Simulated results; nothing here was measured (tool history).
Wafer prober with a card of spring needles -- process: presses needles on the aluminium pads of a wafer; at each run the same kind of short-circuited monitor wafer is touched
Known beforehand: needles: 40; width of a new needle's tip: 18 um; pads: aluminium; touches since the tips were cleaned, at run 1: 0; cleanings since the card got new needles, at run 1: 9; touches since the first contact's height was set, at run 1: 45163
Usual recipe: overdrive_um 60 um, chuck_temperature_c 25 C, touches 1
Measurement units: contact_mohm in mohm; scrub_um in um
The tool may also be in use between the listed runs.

run,hour,overdrive_um,chuck_temperature_c,touches,touches since the tips were cleaned,cleanings since the card got new needles,touches since the first contact's height was set,contact_mohm,scrub_um
1,0.0,60,25,1,0,9,45163,183,16.21
2,9.9,60,25,1,3817,9,48980,214,16.32
# hour 11.7: tips cleaned on abrasive film
# hour 23.6: tips cleaned on abrasive film
3,31.4,60,25,1,3013,11,57204,208,16.22
# hour 36.7: tips cleaned on abrasive film
4,44.3,60,25,1,2930,12,62145,208,16.21
# hour 48.8: tips cleaned on abrasive film
# hour 61.0: tips cleaned on abrasive film
5,61.0,68,25,1,13,14,68533,185,18.44
# hour 73.3: tips cleaned on abrasive film
6,77.4,51,25,1,1573,15,74814,207,13.73
# hour 86.0: tips cleaned on abrasive film
7,89.6,51,25,1,1390,16,79494,207,13.55
# hour 98.5: tips cleaned on abrasive film
8,108.0,51,39,1,3679,17,86547,229,13.59
# hour 110.4: tips cleaned on abrasive film
# hour 121.9: tips cleaned on abrasive film
9,122.3,51,39,1,164,19,91992,192,13.48
# hour 134.8: tips cleaned on abrasive film
10,135.7,60,25,1,329,20,97114,189,16.03
# hour 146.3: tips cleaned on abrasive film
11,154.8,60,25,1,3306,21,104461,214,16.02
# hour 158.0: tips cleaned on abrasive film
12,164.5,60,25,1,2530,22,108167,207,15.95
# hour 170.8: tips cleaned on abrasive film
# hour 182.2: tips cleaned on abrasive film
13,183.4,60,41,1,460,24,115364,192,15.73
# hour 194.7: tips cleaned on abrasive film
14,203.4,60,41,1,3349,25,123066,220,15.87
# hour 207.4: tips cleaned on abrasive film
15,217.1,60,25,1,3754,26,128315,217,15.78
# hour 219.1: tips cleaned on abrasive film
16,226.3,60,25,1,2787,27,131821,213,15.72
# hour 231.7: tips cleaned on abrasive film
# hour 243.1: tips cleaned on abrasive film
17,243.4,59,25,1,118,29,138353,186,15.47
# hour 255.1: tips cleaned on abrasive film
18,262.7,78,78,2,2934,30,145743,199,20.57
# hour 267.4: tips cleaned on abrasive film
# hour 279.0: tips cleaned on abrasive film
19,283.0,50,108,1,1535,32,153514,233,12.89
# hour 290.6: tips cleaned on abrasive film
20,292.6,50,108,1,798,33,157197,223,12.90
# hour 302.8: tips cleaned on abrasive film
21,311.2,50,108,1,3230,34,164325,246,12.87
# hour 314.3: tips cleaned on abrasive film
22,321.7,46,42,1,2870,35,168357,243,11.79
# hour 327.3: tips cleaned on abrasive film
# hour 338.7: tips cleaned on abrasive film
23,340.4,70,25,2,652,37,175472,186,18.34
# hour 350.6: tips cleaned on abrasive film
24,350.6,70,25,2,0,38,179366,183,18.21
# hour 363.3: tips cleaned on abrasive film
25,363.6,72,25,1,94,39,184341,181,18.97
# hour 375.3: tips cleaned on abrasive film
26,383.0,72,25,1,2946,40,191796,203,18.86
# hour 387.4: tips cleaned on abrasive film
# hour 399.2: tips cleaned on abrasive film
27,400.2,72,25,1,395,42,198366,183,18.76
28,409.5,71,30,1,3981,42,201952,209,18.48
# hour 410.9: tips cleaned on abrasive film
# hour 423.0: tips cleaned on abrasive film
29,430.9,60,52,3,3048,44,210140,204,15.35
# hour 435.0: tips cleaned on abrasive film
# hour 446.6: tips cleaned on abrasive film
30,446.7,41,25,2,28,46,216153,201,10.07
# hour 458.1: tips cleaned on abrasive film
31,463.6,69,75,2,2116,47,222658,206,17.66
# hour 470.5: tips cleaned on abrasive film
32,476.4,67,75,1,2271,48,227566,216,17.12
# hour 483.0: tips cleaned on abrasive film
33,491.6,67,112,1,3313,49,233384,229,17.11

Per-run results on a tool with no hidden state, each run keeping its own random variation:
Hidden conditions of the tool in this case: debris on the tips, nm; way that the needles fall short of the set height, um; tips' diameter, um; drift of the gauge itself on contact_mohm, %; drift of the gauge itself on scrub_um, %.
run,contact_mohm,scrub_um
1,178,16.45
2,181,16.57
3,181,16.50
4,178,16.52
5,182,18.79
6,184,14.10
7,184,13.95
8,185,14.03
9,186,13.97
10,182,16.55
11,183,16.56
12,181,16.51
13,182,16.35
14,186,16.52
15,180,16.46
16,182,16.42
17,180,16.23
18,187,21.35
19,207,13.71
20,205,13.75
21,204,13.75
22,190,12.70
23,179,19.30
24,180,19.20
25,177,19.99
26,178,19.91
27,177,19.85
28,179,19.57
29,190,16.50
30,192,11.27
31,193,18.89
32,193,18.36
33,201,18.38

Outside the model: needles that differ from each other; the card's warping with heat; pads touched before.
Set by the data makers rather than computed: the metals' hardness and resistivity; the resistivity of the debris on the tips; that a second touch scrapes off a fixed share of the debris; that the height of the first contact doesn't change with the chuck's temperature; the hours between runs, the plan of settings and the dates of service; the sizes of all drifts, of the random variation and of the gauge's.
